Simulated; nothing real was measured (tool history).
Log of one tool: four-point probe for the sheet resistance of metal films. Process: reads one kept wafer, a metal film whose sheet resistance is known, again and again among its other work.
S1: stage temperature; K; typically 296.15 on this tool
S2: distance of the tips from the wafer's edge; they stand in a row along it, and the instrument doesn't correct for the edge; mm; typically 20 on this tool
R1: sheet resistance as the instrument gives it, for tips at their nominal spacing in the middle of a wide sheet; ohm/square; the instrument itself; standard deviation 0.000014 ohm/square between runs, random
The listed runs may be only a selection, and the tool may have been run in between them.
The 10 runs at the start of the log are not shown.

{"run": 11, "hour": 179.2, "S1": 305.15, "S2": 20, "R1": 0.069863}
{"run": 12, "hour": 201.2, "S1": 296.15, "S2": 20, "R1": 0.070555}
{"run": 13, "hour": 223.7, "S1": 296.15, "S2": 20, "R1": 0.070567}
{"run": 14, "hour": 245.7, "S1": 296.15, "S2": 20, "R1": 0.070571}
{"hour": 247.8, "done": "stage's thermometer calibrated"}
{"run": 15, "hour": 269.2, "S1": 296.15, "S2": 20, "R1": 0.070593}
{"run": 16, "hour": 284.3, "S1": 296.15, "S2": 20, "R1": 0.070603}
{"run": 17, "hour": 310.1, "S1": 300.15, "S2": 28, "R1": 0.070276}
{"run": 18, "hour": 329.0, "S1": 300.15, "S2": 28, "R1": 0.070264}
{"run": 19, "hour": 341.5, "S1": 302.15, "S2": 9, "R1": 0.070305}
{"run": 20, "hour": 364.1, "S1": 302.15, "S2": 5, "R1": 0.070713}
{"run": 21, "hour": 392.5, "S1": 302.15, "S2": 5, "R1": 0.070727}
{"hour": 413.9, "done": "stage's thermometer calibrated, once more"}
{"run": 22, "hour": 418.4, "S1": 299.15, "S2": 15, "R1": 0.070366}
{"run": 23, "hour": 437.4, "S1": 306.15, "S2": 37, "R1": 0.069807}
{"run": 24, "hour": 451.1, "S1": 302.15, "S2": 7, "R1": 0.070391}
{"run": 25, "hour": 471.1, "S1": 302.15, "S2": 7, "R1": 0.07039}
{"run": 26, "hour": 488.1, "S1": 302.15, "S2": 7, "R1": 0.070405}
{"run": 27, "hour": 510.7, "S1": 302.15, "S2": 4, "R1": 0.07103}
{"run": 28, "hour": 523.0, "S1": 302.15, "S2": 4, "R1": 0.071041}
{"run": 29, "hour": 537.7, "S1": 302.15, "S2": 4, "R1": 0.071062}
{"run": 30, "hour": 554.5, "S1": 302.15, "S2": 4, "R1": 0.071062}
{"run": 31, "hour": 577.7, "S1": 302.15, "S2": 4, "R1": 0.07106}

5 options for the next run, each taken on its own from the tool as it stands now. Forecast them:
{"run": "A", "hour": 601.2, "S1": 292.15, "S2": 23, "R1": "?"}
{"run": "B", "hour": 601.2, "S1": 306.15, "S2": 9, "R1": "?"}
{"run": "C", "hour": 601.2, "S1": 303.15, "S2": 9, "R1": "?"}
{"run": "D", "hour": 601.2, "S1": 295.15, "S2": 47, "R1": "?"}
{"run": "E", "hour": 601.2, "S1": 295.15, "S2": 20, "R1": "?"}

run=A R1=0.070941
run=B R1=0.070034
run=C R1=0.070215
run=D R1=0.070692
run=E R1=0.070717
With the hidden condition removed and each run's random variation left untouched, the same runs would have given:
run=A R1=0.070539
run=B R1=0.069637
run=C R1=0.069817
run=D R1=0.070291
run=E R1=0.070315
